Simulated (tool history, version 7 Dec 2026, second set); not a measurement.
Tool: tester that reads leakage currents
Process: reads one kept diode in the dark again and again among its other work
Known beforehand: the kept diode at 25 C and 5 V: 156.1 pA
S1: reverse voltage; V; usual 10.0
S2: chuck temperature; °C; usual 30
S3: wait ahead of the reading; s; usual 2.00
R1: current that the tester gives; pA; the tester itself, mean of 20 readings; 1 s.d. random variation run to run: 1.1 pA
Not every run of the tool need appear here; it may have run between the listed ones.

run 1 hour=0.0 | S1=10.0 S2=30 S3=2.00 | R1=347.09
run 2 hour=22.5 | S1=10.0 S2=30 S3=2.00 | R1=347.06
run 3 hour=53.0 | S1=3.3 S2=30 S3=2.00 | R1=183.73
run 4 hour=75.8 | S1=3.3 S2=30 S3=2.00 | R1=183.32
run 5 hour=99.4 | S1=3.3 S2=30 S3=2.00 | R1=183.74
run 6 hour=120.2 | S1=10.0 S2=49 S3=2.00 | R1=1598.53
run 7 hour=142.6 | S1=10.0 S2=47 S3=2.00 | R1=1371.78
run 8 hour=164.4 | S1=10.0 S2=47 S3=2.00 | R1=1371.67
run 9 hour=191.8 | S1=10.0 S2=30 S3=6.10 | R1=339.98
run 10 hour=215.3 | S1=1.4 S2=30 S3=2.00 | R1=112.19
run 11 hour=237.4 | S1=1.4 S2=30 S3=2.00 | R1=111.30
run 12 hour=253.8 | S1=8.2 S2=30 S3=2.00 | R1=305.21
run 13 hour=281.7 | S1=8.2 S2=30 S3=2.00 | R1=302.63
run 14 hour=308.0 | S1=8.2 S2=30 S3=2.00 | R1=304.95
run 15 hour=328.0 | S1=8.2 S2=30 S3=2.00 | R1=303.13
run 16 hour=344.4 | S1=2.2 S2=24 S3=2.00 | R1=84.77
run 17 hour=373.2 | S1=10.0 S2=30 S3=1.70 | R1=337.16
run 18 hour=395.3 | S1=1.4 S2=34 S3=1.60 | R1=154.56
run 19 hour=415.1 | S1=1.4 S2=34 S3=1.60 | R1=154.47
run 20 hour=442.0 | S1=17.9 S2=25 S3=1.11 | R1=309.41
run 21 hour=459.3 | S1=17.9 S2=25 S3=1.11 | R1=309.35
run 22 hour=487.3 | S1=17.9 S2=24 S3=4.75 | R1=281.85
run 23 hour=508.0 | S1=17.9 S2=24 S3=4.75 | R1=283.20

Run 24 is up next; what results do you expect?
run 24 hour=525.2 | S1=10.0 S2=24 S3=2.82 | R1=?

R1: 199.59 pA
Without the tool's hidden state the same run would have given R1 209.73 pA.
